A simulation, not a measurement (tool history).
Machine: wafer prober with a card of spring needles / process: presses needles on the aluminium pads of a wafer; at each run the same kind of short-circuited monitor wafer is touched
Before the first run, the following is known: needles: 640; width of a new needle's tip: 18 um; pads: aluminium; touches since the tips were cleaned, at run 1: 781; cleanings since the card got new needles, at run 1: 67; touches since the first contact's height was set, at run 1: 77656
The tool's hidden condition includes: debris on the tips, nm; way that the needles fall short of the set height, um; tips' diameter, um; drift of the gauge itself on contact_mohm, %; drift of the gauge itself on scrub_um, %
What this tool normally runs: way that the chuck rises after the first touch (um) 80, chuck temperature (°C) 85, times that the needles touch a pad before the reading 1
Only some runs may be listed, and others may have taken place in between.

run     day  way that the chuck rises after the first touch (um)  chuck temperature (°C)  times that the needles touch a pad before the reading  touches since the tips were cleaned  cleanings since the card got new needles  touches since the first contact's height was set  resistance of one needle with its contact and lead (mohm)  way that a needle slides on the pad (um)
  1       0                                                   80                      85                                                      1                                  781                                        67                                             77656                                                        140                                     22.46
      0.854  -- tips cleaned on abrasive film
  2   0.854                                                   80                      85                                                      1                                    0                                        68                                             83042                                                        143                                     22.37
  3   1.742                                                   80                      85                                                      1                                 5637                                        68                                             88679                                                        140                                     22.39
      1.838  -- tips cleaned on abrasive film
        2.9  -- tips cleaned on abrasive film
  4   3.129                                                   80                      85                                                      1                                 1459                                        70                                             97459                                                        143                                      22.3
      3.917  -- tips cleaned on abrasive film
  5   4.642                                                   80                      85                                                      1                                 4608                                        71                                            107030                                                        141                                     22.43
      5.038  -- tips cleaned on abrasive film
  6   5.683                                                   80                      85                                                      1                                 4103                                        72                                            113614                                                        145                                     22.49
      6.038  -- tips cleaned on abrasive film
       7.05  -- tips cleaned on abrasive film
  7   7.188                                                   80                      85                                                      1                                  857                                        74                                            123104                                                        141                                     22.35
      8.112  -- tips cleaned on abrasive film
  8    8.45                                                   84                      85                                                      1                                 2154                                        75                                            131101                                                        142                                     23.79
      9.138  -- tips cleaned on abrasive film
  9   9.946                                                   84                      85                                                      1                                 5127                                        76                                            140572                                                        140                                     23.53
     10.167  -- tips cleaned on abrasive film
     11.233  -- tips cleaned on abrasive film
 10  11.408                                                   80                      85                                                      1                                 1107                                        78                                            149804                                                        141                                     22.26
     12.217  -- tips cleaned on abrasive film
 11  12.483                                                   80                      85                                                      1                                 1681                                        79                                            156608                                                        142                                     22.51
     13.275  -- tips cleaned on abrasive film
 12  13.567                                                   80                      85                                                      1                                 1875                                        80                                            163472                                                        142                                      22.6
     14.242  -- tips cleaned on abrasive film
 13  15.079                                                   80                      85                                                      1                                 5313                                        81                                            173026                                                        142                                     22.53
     15.242  -- tips cleaned on abrasive film
 14  16.175                                                   80                      85                                                      1                                 5928                                        82                                            179973                                                        145                                      22.5
     16.267  -- tips cleaned on abrasive film
     17.233  -- tips cleaned on abrasive film
 15    17.5                                                   80                      85                                                      1                                 1708                                        84                                            188345                                                        139                                      22.6
     18.204  -- tips cleaned on abrasive film
     18.521  -- height of the first contact set anew
 16  18.688                                                   80                      85                                                      1                                 2994                                        85                                              1073                                                        142                                     22.67
     19.262  -- tips cleaned on abrasive film
     20.354  -- tips cleaned on abrasive film
 17    20.5                                                   92                      75                                                      1                                  921                                        87                                             12528                                                        139                                     25.83
     21.342  -- tips cleaned on abrasive film
 18  21.988                                                   86                      46                                                      1                                 4090                                        88                                             21942                                                        137                                     24.48
     22.425  -- tips cleaned on abrasive film
 19  23.275                                                   86                      46                                                      1                                 5390                                        89                                             30088                                                        137                                      24.3
     23.542  -- tips cleaned on abrasive film
 20    24.4                                                   61                      52                                                      3                                 5465                                        90                                             37220                                                        140                                     17.29
      24.55  -- tips cleaned on abrasive film
     25.533  -- tips cleaned on abrasive film
 21  25.729                                                   61                     103                                                      2                                 1243                                        92                                             45598                                                        147                                     17.26
     26.617  -- tips cleaned on abrasive film
 22  26.908                                                   86                      29                                                      2                                 1853                                        93                                             53050                                                        132                                     24.22
     27.617  -- tips cleaned on abrasive film
     28.583  -- tips cleaned on abrasive film
 23  28.788                                                   67                      72                                                      1                                 1303                                        95                                             64941                                                        139                                     19.01
     29.575  -- tips cleaned on abrasive film
 24  30.254                                                   84                      43                                                      2                                 4314                                        96                                             74222                                                        136                                     23.77
     30.608  -- tips cleaned on abrasive film
 25  31.292                                                   84                      43                                                      2                                 4324                                        97                                             80783                                                        135                                     23.95
     31.617  -- tips cleaned on abrasive film
 26  32.462                                                   80                     115                                                      2                                 5359                                        98                                             88187                                                        149                                     22.88
     32.717  -- tips cleaned on abrasive film
     33.825  -- tips cleaned on abrasive film
 27  33.871                                                   80                     115                                                      2                                  292                                       100                                             97094                                                        147                                     22.78
     34.908  -- tips cleaned on abrasive film
 28  35.092                                                   80                     115                                                      2                                 1166                                       101                                            104803                                                        147                                     22.69
     35.979  -- tips cleaned on abrasive film
 29  36.246                                                   72                      36                                                      3                                 1679                                       102                                            112107                                                        133                                      20.6
      36.95  -- tips cleaned on abrasive film
 30  37.196                                                   72                      36                                                      3                                 1562                                       103                                            118127                                                        135                                     20.53
     37.958  -- tips cleaned on abrasive film
 31  38.812                                                   72                      36                                                      3                                 5400                                       104                                            128349                                                        138                                     20.56

3 options for the next run, each taken on its own from the tool as it stands now. Forecast them:
     38.917  -- tips cleaned on abrasive film
     39.908  -- tips cleaned on abrasive film
  A  40.15                                                   72                      78                                                      3                                 1529                                       106                                            136796                                                          ?                                         ?
     38.917  -- tips cleaned on abrasive film
     39.908  -- tips cleaned on abrasive film
  B  40.15                                                   69                      85                                                      1                                 1529                                       106                                            136796                                                          ?                                         ?
     38.917  -- tips cleaned on abrasive film
     39.908  -- tips cleaned on abrasive film
  C  40.15                                                   89                      85                                                      3                                 1529                                       106                                            136796                                                          ?                                         ?

run  resistance of one needle with its contact and lead (mohm)  way that a needle slides on the pad (um)
  A                                                        142                                     20.55
  B                                                        143                                     19.61
  C                                                        137                                     25.27
Without the tool's unlogged condition, the same runs would have read:
run  resistance of one needle with its contact and lead (mohm)  way that a needle slides on the pad (um)
  A                                                        142                                     20.18
  B                                                        143                                     19.25
  C                                                        137                                      24.8
